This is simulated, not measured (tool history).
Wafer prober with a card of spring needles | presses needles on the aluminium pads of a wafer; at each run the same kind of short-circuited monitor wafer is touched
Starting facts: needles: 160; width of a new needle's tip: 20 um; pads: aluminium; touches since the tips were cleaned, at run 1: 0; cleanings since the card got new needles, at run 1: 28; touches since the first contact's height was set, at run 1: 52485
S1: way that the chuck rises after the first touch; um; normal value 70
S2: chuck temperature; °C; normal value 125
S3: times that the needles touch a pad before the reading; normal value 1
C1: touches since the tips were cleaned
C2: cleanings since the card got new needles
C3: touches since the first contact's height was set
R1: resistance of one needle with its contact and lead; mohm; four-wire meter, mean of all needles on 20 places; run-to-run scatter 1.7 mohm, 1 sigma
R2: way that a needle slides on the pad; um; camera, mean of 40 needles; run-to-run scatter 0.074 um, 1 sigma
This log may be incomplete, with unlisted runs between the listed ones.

run   hour  S1   S2  S3    C1   C2      C3   R1     R2
  1    0.0  70  125   1     0   28   52485  176  15.98
       3.0  -- tips cleaned on abrasive film
       5.4  -- tips cleaned on abrasive film
       8.4  -- tips cleaned on abrasive film
  2    9.4  70  125   1   751   31   59204  195  15.82
      11.2  -- tips cleaned on abrasive film
      14.2  -- tips cleaned on abrasive film
      17.2  -- tips cleaned on abrasive film
      19.6  -- tips cleaned on abrasive film
      22.0  -- tips cleaned on abrasive film
      25.0  -- tips cleaned on abrasive film
      27.4  -- tips cleaned on abrasive film
  3   27.9  70   65   1   320   38   72332  180  15.76
      30.3  -- tips cleaned on abrasive film
      33.3  -- tips cleaned on abrasive film
      35.7  -- tips cleaned on abrasive film
      38.7  -- tips cleaned on abrasive film
  4   39.3  62  125   1   438   42   80455  191  13.90
      41.1  -- tips cleaned on abrasive film
      43.5  -- tips cleaned on abrasive film
      46.5  -- tips cleaned on abrasive film
      49.5  -- tips cleaned on abrasive film
      51.9  -- tips cleaned on abrasive film
      54.9  -- tips cleaned on abrasive film
  5   56.4  70   94   1  1120   48   92668  194  15.66
      57.7  -- tips cleaned on abrasive film
      60.1  -- tips cleaned on abrasive film
      62.5  -- tips cleaned on abrasive film
      65.5  -- tips cleaned on abrasive film
      68.5  -- tips cleaned on abrasive film
      71.5  -- tips cleaned on abrasive film
  6   71.9  70   94   1   305   54  103648  182  15.51
      74.3  -- tips cleaned on abrasive film
      77.3  -- tips cleaned on abrasive film
      79.7  -- tips cleaned on abrasive film
      82.7  -- tips cleaned on abrasive film
      85.1  -- tips cleaned on abrasive film
      87.5  -- tips cleaned on abrasive film
      90.5  -- tips cleaned on abrasive film
  7   92.4  70  125   1  1424   61  118308  209  15.49
      93.1  -- tips cleaned on abrasive film
      96.1  -- tips cleaned on abrasive film
      99.1  -- tips cleaned on abrasive film
     101.5  -- tips cleaned on abrasive film
  8  103.6  70  125   1  1547   65  126260  209  15.32
     104.3  -- tips cleaned on abrasive film
     106.7  -- tips cleaned on abrasive film
     109.7  -- tips cleaned on abrasive film
     112.1  -- tips cleaned on abrasive film
     114.5  -- tips cleaned on abrasive film
     117.5  -- tips cleaned on abrasive film
     119.9  -- tips cleaned on abrasive film
     122.9  -- tips cleaned on abrasive film
  9  123.1  70   45   1   184   73  140106  175  15.19
     125.5  -- tips cleaned on abrasive film
     128.5  -- tips cleaned on abrasive film
     130.9  -- tips cleaned on abrasive film
     133.9  -- tips cleaned on abrasive film
     136.3  -- tips cleaned on abrasive film
 10  137.8  70  125   1  1103   78  150603  209  15.05
     139.1  -- tips cleaned on abrasive film
     142.1  -- tips cleaned on abrasive film
     145.1  -- tips cleaned on abrasive film
     148.1  -- tips cleaned on abrasive film
     150.5  -- tips cleaned on abrasive film
     153.5  -- tips cleaned on abrasive film
 11  153.9  70  125   1   357   84  162060  187  14.88
     156.4  -- tips cleaned on abrasive film
     158.8  -- tips cleaned on abrasive film
     161.8  -- tips cleaned on abrasive film
     164.2  -- tips cleaned on abrasive film
 12  165.3  59   56   3   837   88  170155  185  12.29
     167.1  -- tips cleaned on abrasive film
     169.6  -- tips cleaned on abrasive film
     172.0  -- tips cleaned on abrasive film
     174.4  -- tips cleaned on abrasive film
     176.8  -- tips cleaned on abrasive film
     179.8  -- tips cleaned on abrasive film
     182.2  -- tips cleaned on abrasive film
 13  183.3  56  108   1   806   95  182916  218  11.49
     185.1  -- tips cleaned on abrasive film
     187.5  -- tips cleaned on abrasive film
     189.9  -- tips cleaned on abrasive film
     192.4  -- tips cleaned on abrasive film
     195.3  -- tips cleaned on abrasive film
     197.4  -- height of the first contact set anew
     198.6  -- tips cleaned on abrasive film
     201.2  -- tips cleaned on abrasive film
 14  201.2  56  108   1     0  102    2649  182  12.98
     204.2  -- tips cleaned on abrasive film
     207.1  -- tips cleaned on abrasive film
     209.6  -- tips cleaned on abrasive film
 15  210.2  56  108   1   461  105    9086  206  12.96
     212.0  -- tips cleaned on abrasive film
     214.4  -- tips cleaned on abrasive film
     217.4  -- tips cleaned on abrasive film
     220.4  -- tips cleaned on abrasive film
     223.4  -- tips cleaned on abrasive film
     226.4  -- tips cleaned on abrasive film
     228.8  -- tips cleaned on abrasive film
 16  230.6  53  125   2  1301  112   23621  215  12.22
     231.2  -- tips cleaned on abrasive film
     233.7  -- tips cleaned on abrasive film
     236.1  -- tips cleaned on abrasive film
     238.5  -- tips cleaned on abrasive film
     241.5  -- tips cleaned on abrasive film
 17  242.8  59   90   2  1021  117   32333  195  13.54
     244.1  -- tips cleaned on abrasive film
     246.5  -- tips cleaned on abrasive film
     248.9  -- tips cleaned on abrasive film
     251.3  -- tips cleaned on abrasive film
     253.8  -- tips cleaned on abrasive film
 18  255.0  56  105   3   893  122   40912  194  12.68
     256.2  -- tips cleaned on abrasive film
     259.2  -- tips cleaned on abrasive film
     262.2  -- tips cleaned on abrasive film
 19  264.1  56   42   3  1365  125   47404  187  12.70
     264.7  -- tips cleaned on abrasive film
     267.1  -- tips cleaned on abrasive film
     269.6  -- tips cleaned on abrasive film
     272.0  -- tips cleaned on abrasive film
     274.4  -- tips cleaned on abrasive film
     277.4  -- tips cleaned on abrasive film
     279.8  -- tips cleaned on abrasive film
 20  280.8  66   26   3   725  132   59230  171  15.03
     282.6  -- tips cleaned on abrasive film
     285.0  -- tips cleaned on abrasive film
     287.4  -- tips cleaned on abrasive film
     290.4  -- tips cleaned on abrasive film
     292.8  -- tips cleaned on abrasive film
 21  293.2  66   26   3   296  137   68065  165  14.81
     295.6  -- tips cleaned on abrasive film
     298.0  -- tips cleaned on abrasive film
     301.0  -- tips cleaned on abrasive film
     303.5  -- tips cleaned on abrasive film
     305.9  -- tips cleaned on abrasive film
     308.3  -- tips cleaned on abrasive film
     311.3  -- tips cleaned on abrasive film
 22  313.3  53   94   2  1531  144   82404  226  11.54

3 options for the next run, each taken on its own from the tool as it stands now. Forecast them:
     314.0  -- tips cleaned on abrasive film
     317.0  -- tips cleaned on abrasive film
     320.0  -- tips cleaned on abrasive film
     322.4  -- tips cleaned on abrasive film
     324.8  -- tips cleaned on abrasive film
  A  325.1  65  31   1  233  149  90750   ?   ?
     314.0  -- tips cleaned on abrasive film
     317.0  -- tips cleaned on abrasive film
     320.0  -- tips cleaned on abrasive film
     322.4  -- tips cleaned on abrasive film
     324.8  -- tips cleaned on abrasive film
  B  325.1  53  26   2  233  149  90750   ?   ?
     314.0  -- tips cleaned on abrasive film
     317.0  -- tips cleaned on abrasive film
     320.0  -- tips cleaned on abrasive film
     322.4  -- tips cleaned on abrasive film
     324.8  -- tips cleaned on abrasive film
  C  325.1  59  52   2  233  149  90750   ?   ?

run   R1     R2
  A  180  14.33
  B  178  11.68
  C  179  12.97
What these runs would have given with no unlogged condition in the tool:
run   R1     R2
  A  161  15.20
  B  160  12.55
  C  165  13.84

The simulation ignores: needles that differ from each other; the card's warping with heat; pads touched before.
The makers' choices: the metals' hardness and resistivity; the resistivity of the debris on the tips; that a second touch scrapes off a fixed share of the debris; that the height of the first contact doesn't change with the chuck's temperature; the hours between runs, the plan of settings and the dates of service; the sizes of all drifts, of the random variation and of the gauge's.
